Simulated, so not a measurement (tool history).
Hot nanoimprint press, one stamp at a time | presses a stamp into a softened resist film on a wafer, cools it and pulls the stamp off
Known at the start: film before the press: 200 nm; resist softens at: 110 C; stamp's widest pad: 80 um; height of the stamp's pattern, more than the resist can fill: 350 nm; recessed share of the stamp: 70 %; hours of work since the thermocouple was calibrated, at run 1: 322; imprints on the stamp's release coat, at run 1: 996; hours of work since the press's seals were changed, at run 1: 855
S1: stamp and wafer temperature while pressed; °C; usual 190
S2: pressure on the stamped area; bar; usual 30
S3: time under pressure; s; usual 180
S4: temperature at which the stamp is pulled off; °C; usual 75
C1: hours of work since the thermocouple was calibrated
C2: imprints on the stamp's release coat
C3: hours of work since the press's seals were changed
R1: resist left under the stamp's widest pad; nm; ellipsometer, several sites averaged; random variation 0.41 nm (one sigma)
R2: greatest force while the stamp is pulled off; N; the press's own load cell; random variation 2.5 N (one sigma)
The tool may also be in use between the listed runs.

run	day	S1	S2	S3	S4	C1	C2	C3	R1	R2
1	0	190	30	180	75	322	996	855	78.3	116
2	3.238	190	30	180	75	378	1169	911	77.9	116
3	6.912	190	30	180	75	441	1365	974	78.3	119
4	9.129	190	30	180	75	480	1483	1012	79.3	115
# day 11.55: plate thermocouple calibrated
5	11.729	188	30	180	75	3	1615	1055	85.6	118
6	15.962	188	30	180	75	76	1841	1128	86.6	112
# day 19.054: stamp cleaned and given a new release coat
7	19.1	188	30	180	75	126	2	1178	86.5	117
8	22.983	188	30	180	75	193	209	1245	87.1	116
9	25.079	188	30	180	75	229	321	1281	86.9	117
10	28.462	188	30	180	75	287	501	1339	87.3	113
11	30.254	190	30	180	75	318	597	1370	80.2	112
# day 31.208: press's hydraulic seals changed and the load cell set to zero
12	33.512	190	30	180	75	369	753	40	79.1	111
13	35.3	190	30	180	75	400	848	71	80.2	118
14	39.496	190	30	180	75	472	1072	143	80.1	119
# day 42.371: plate thermocouple calibrated
15	42.392	190	30	180	75	0	1220	191	80.1	114
16	45.696	190	30	180	75	57	1396	248	79.2	113
17	49.721	182	18.8	180	76	127	1611	317	135.3	111
18	53.921	178	43.9	99	67	199	1835	390	141.7	137

The next listed run, before its measurement:
# day 55.396: gauge calibrated
# day 56.979: stamp cleaned and given a new release coat
19	56.979	178	43.9	148	67	248	0	438	?	?

{"run 19": {"R1": 122, "R2": 142}}
Without the tool's hidden state the same run would have given R1 121.8 nm, R2 142 N.
